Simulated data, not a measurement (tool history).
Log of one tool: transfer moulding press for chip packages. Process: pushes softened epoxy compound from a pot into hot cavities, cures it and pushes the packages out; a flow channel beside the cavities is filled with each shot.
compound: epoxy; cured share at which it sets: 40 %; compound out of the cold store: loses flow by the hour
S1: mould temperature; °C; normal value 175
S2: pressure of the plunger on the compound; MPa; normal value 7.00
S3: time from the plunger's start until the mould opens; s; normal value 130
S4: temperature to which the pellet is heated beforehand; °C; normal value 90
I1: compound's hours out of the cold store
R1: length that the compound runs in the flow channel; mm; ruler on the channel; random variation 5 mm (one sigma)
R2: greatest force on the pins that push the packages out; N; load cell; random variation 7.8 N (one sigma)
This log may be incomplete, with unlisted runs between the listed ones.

run   hour   S1    S2   S3  S4    I1   R1   R2
  1    0.0  175  7.00  130  90  28.2  851  452
  2   19.2  175  6.02  130  90  39.7  767  554
  3   32.0  175  6.02  130  90  39.6  757  623
      43.7  -- cavities cleaned with cleaning compound and waxed
  4   53.4  175  6.02  130  90  28.1  783  431
  5   64.6  175  6.02  130  90  11.7  825  540
  6   84.8  175  6.24  130  90  43.7  759  589
  7   95.4  175  7.00  130  90  11.9  896  660
     101.7  -- cavities cleaned with cleaning compound and waxed
  8  115.4  175  7.00  130  90  29.7  838  464
  9  134.5  175  7.00  130  90  20.7  860  579
 10  152.0  175  7.00  130  90  20.2  857  644
     159.6  -- cavities cleaned with cleaning compound and waxed
 11  163.8  181  7.00  130  90  39.1  797  354
 12  176.6  181  7.00  130  90  35.0  793  439
 13  185.7  181  7.00  130  90  42.6  776  481
 14  198.4  169  7.00  130  90  47.7  788  771
 15  210.5  175  7.00  130  82  23.6  832  656
     217.1  -- cavities cleaned with cleaning compound and waxed
 16  231.4  175  8.10  157  90  28.2  883  437
 17  248.6  175  6.51  163  90  37.5  758  528
 18  262.1  175  6.51  163  90  13.7  815  556
 19  270.8  175  6.51  163  90  32.9  771  601
     275.3  -- cavities cleaned with cleaning compound and waxed
 20  286.8  175  5.84  129  90  12.2  774  476

Expected results for the next run?
 21  304.8  167  6.24  158  82  31.0   ?   ?

R1: 773 mm
R2: 593 N
On a tool with no hidden condition, and with the same random variation, this run would have come out at R1 843 mm, R2 345 N.

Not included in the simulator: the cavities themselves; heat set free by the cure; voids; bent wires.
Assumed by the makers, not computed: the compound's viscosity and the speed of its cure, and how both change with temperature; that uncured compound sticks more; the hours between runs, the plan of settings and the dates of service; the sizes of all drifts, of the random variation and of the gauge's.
